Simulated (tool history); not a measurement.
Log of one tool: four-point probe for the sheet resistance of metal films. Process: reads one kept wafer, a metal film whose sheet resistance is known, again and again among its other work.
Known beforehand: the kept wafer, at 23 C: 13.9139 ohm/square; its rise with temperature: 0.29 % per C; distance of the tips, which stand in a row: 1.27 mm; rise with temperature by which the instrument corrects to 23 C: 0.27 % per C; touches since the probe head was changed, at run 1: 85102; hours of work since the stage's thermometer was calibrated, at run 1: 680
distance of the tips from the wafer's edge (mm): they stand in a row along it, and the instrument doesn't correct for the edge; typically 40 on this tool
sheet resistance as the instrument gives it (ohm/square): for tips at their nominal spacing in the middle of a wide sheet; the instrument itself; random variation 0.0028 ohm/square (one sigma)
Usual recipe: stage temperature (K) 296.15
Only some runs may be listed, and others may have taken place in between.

| run | hour | stage temperature (K) | distance of the tips from the wafer's edge (mm) | touches since the probe head was changed | hours of work since the stage's thermometer was calibrated | sheet resistance as the instrument gives it (ohm/square) |
|---|---|---|---|---|---|---|
| 1 | 0.0 | 296.15 | 40 | 85102 | 680 | 13.952594 |
| 2 | 48.4 | 301.15 | 40 | 86804 | 710 | 13.967766 |
| 3 | 93.9 | 301.15 | 40 | 88403 | 737 | 13.971634 |
| 4 | 159.1 | 301.15 | 40 | 90691 | 777 | 13.968196 |
| 5 | 224.7 | 296.15 | 21 | 92999 | 818 | 13.978094 |
| 6 | 267.5 | 296.15 | 21 | 94501 | 844 | 13.973881 |
| 7 | 308.1 | 296.15 | 12 | 95927 | 869 | 14.042093 |
| 8 | 389.7 | 296.15 | 12 | 98796 | 919 | 14.033771 |
| 9 | 424.7 | 306.15 | 12 | 100025 | 940 | 14.068241 |
| 10 | 499.3 | 303.15 | 6 | 102647 | 986 | 14.308285 |
| 11 | 563.2 | 303.15 | 6 | 104890 | 1025 | 14.306614 |
| 12 | 615.5 | 306.15 | 14 | 106731 | 1057 | 14.052062 |

Expected results for the next run?
| 13 | 679.9 | 306.15 | 14 | 108994 | 1097 | ? |

sheet resistance as the instrument gives it (ohm/square): 14.054065
On a tool with no hidden condition, and with the same random variation, this run would have come out at sheet resistance as the instrument gives it (ohm/square) 14.009576.

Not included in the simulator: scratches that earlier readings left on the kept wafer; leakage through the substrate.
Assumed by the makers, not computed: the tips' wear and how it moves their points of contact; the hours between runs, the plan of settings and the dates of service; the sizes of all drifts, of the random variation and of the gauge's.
